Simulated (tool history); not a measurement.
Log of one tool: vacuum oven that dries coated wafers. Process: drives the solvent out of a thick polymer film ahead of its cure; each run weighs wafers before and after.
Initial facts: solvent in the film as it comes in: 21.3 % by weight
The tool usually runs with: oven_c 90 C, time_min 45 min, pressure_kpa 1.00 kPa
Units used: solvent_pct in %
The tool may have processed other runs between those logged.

| run | day | oven_c | time_min | pressure_kpa | solvent_pct |
|---|---|---|---|---|---|
| 1 | 0.000 | 90 | 45 | 1.00 | 1.41 |
| 2 | 0.262 | 90 | 45 | 0.80 | 1.40 |
| 3 | 0.800 | 90 | 45 | 0.80 | 1.30 |
| 4 | 1.171 | 90 | 32 | 1.00 | 2.68 |
| 5 | 1.562 | 90 | 45 | 1.00 | 1.42 |
| 6 | 1.942 | 90 | 45 | 1.00 | 1.53 |
| 7 | 2.433 | 90 | 45 | 1.00 | 1.45 |
| 8 | 2.675 | 90 | 60 | 1.00 | 0.83 |
| 9 | 3.067 | 90 | 60 | 1.00 | 0.95 |
| 10 | 3.429 | 99 | 45 | 1.00 | 0.52 |
| 11 | 3.721 | 99 | 45 | 1.00 | 0.48 |
| 12 | 4.092 | 90 | 45 | 1.00 | 1.48 |
|  | 4.208 | vacuum gauge cleaned of residue and calibrated |
| 13 | 4.442 | 90 | 45 | 1.00 | 1.52 |
| 14 | 4.788 | 96 | 60 | 1.08 | 0.48 |
| 15 | 5.117 | 84 | 23 | 1.11 | 7.08 |
| 16 | 5.475 | 97 | 44 | 0.51 | 0.42 |
| 17 | 5.908 | 97 | 44 | 0.51 | 0.40 |
| 18 | 6.375 | 97 | 44 | 0.51 | 0.38 |
| 19 | 6.692 | 90 | 25 | 1.00 | 3.95 |
| 20 | 7.088 | 81 | 25 | 0.69 | 7.95 |
|  | 7.279 | vacuum gauge cleaned of residue and calibrated, once more |
| 21 | 7.496 | 78 | 45 | 2.07 | 6.21 |
| 22 | 7.908 | 95 | 45 | 1.00 | 0.64 |
| 23 | 8.304 | 95 | 45 | 1.00 | 0.73 |
| 24 | 8.808 | 81 | 53 | 1.00 | 3.48 |
| 25 | 9.083 | 81 | 53 | 1.00 | 3.41 |

Below are 3 alternative next runs, each starting from the tool's condition after run 25. Predict each:
| A | 9.329 | 90 | 74 | 1.83 | ? |
| B | 9.329 | 84 | 77 | 0.84 | ? |
| C | 9.329 | 77 | 45 | 1.00 | ? |

| run | solvent_pct |
|---|---|
| A | 0.91 |
| B | 1.11 |
| C | 6.11 |
Stripped of hidden state, with their random variation kept, the same runs would have yielded:
| run | solvent_pct |
|---|---|
| A | 0.88 |
| B | 1.06 |
| C | 6.00 |
